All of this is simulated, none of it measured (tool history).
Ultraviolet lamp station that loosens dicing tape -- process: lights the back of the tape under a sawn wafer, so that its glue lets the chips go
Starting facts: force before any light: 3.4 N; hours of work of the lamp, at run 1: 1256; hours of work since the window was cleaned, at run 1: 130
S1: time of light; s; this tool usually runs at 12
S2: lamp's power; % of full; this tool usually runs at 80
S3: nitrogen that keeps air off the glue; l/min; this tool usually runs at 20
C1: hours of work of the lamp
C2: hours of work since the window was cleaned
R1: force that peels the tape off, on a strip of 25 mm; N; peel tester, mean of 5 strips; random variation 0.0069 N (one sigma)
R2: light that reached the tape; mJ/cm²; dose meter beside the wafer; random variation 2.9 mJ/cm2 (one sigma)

run,hour,S1,S2,S3,C1,C2,R1,R2
1,0,12,80,20,1256,130,0.387,264
2,57.7,8,80,20,1291,165,0.683,175
3,113.3,12,80,20,1325,199,0.411,252
4,169.7,12,80,20,1360,233,0.412,245
5,222,12,80,18,1392,265,0.449,244
6,279.8,7,80,18,1427,301,0.944,138
7,311.1,12,80,20,1446,320,0.482,226
8,348.9,12,80,20,1470,343,0.487,223
9,398.4,12,80,20,1500,373,0.505,225
10,428.3,12,80,20,1518,392,0.516,213
11,464.8,12,80,20,1541,414,0.524,213
# hour 496.2: window cleaned of glue's vapour
12,507.7,12,80,20,1566,7,0.607,188
13,548,12,80,20,1591,32,0.632,182
14,605.1,12,80,20,1626,67,0.661,174
# hour 637.8: lamp changed
15,644.7,12,87,20,4,90,0.295,317
16,678.9,12,87,20,25,111,0.295,318
17,737.7,12,80,8,61,147,0.552,281
18,788.7,12,80,8,92,178,0.568,266
# hour 849.7: window cleaned of glue's vapour, once more
19,849.7,12,95,20,129,0,0.23,462
20,888.4,12,95,20,153,24,0.216,455
21,936.7,12,95,20,183,53,0.237,449
22,996.7,21,80,32,219,90,0.196,653
23,1050.2,21,80,20,252,123,0.197,635
24,1105.3,18,80,23,286,156,0.218,531
25,1132.6,18,80,23,303,173,0.206,523
26,1191.8,7,98,20,339,209,0.425,241
27,1228.5,12,80,12,361,232,0.341,335
28,1292.7,21,64,19,400,271,0.236,456
29,1350.9,16,97,20,436,307,0.219,511
30,1414.2,16,65,19,475,345,0.295,333
31,1453.8,16,71,19,499,370,0.284,361
32,1512,6,71,19,535,405,0.982,135
# hour 1558.3: window cleaned of glue's vapour
33,1558.3,6,71,19,563,0,0.807,156
34,1623.9,6,71,19,603,40,0.855,153
35,1669.2,10,73,6,631,68,0.724,255
36,1706.9,10,73,6,654,91,0.753,247
37,1746,10,73,6,678,115,0.753,246
38,1783.6,10,70,20,701,138,0.465,227
39,1817.5,23,70,34,721,159,0.206,522
40,1846.2,6,91,20,739,176,0.714,174
41,1886.8,20,66,20,764,201,0.235,417

Below, some changes in R1 between adjacent runs. For each, the amount present without the hidden state too (settings, incoming material, random variation) and the amount remaining for the hidden state with gauge scatter not shared by both compared results:
Hidden state present: lamp's light, % of a new lamp's; light that the window lets through, % of a clean one's; drift of the gauge itself on peel_n, %; drift of the gauge itself on dose_mj_cm2, %.
Run 5 -> 6: S1 12 -> 7. R1 +0.495 N: hidden state +0.283, all else +0.212.
Run 14 -> 15: S2 80 -> 87, lamp changed. R1 -0.366 N: hidden state -0.35, all else -0.016.
Run 31 -> 32: S1 16 -> 6. R1 +0.698 N: hidden state +0.273, all else +0.425.
Run 39 -> 40: S1 23 -> 6, S2 70 -> 91, S3 34 -> 20. R1 +0.508 N: hidden state +0.236, all else +0.272.
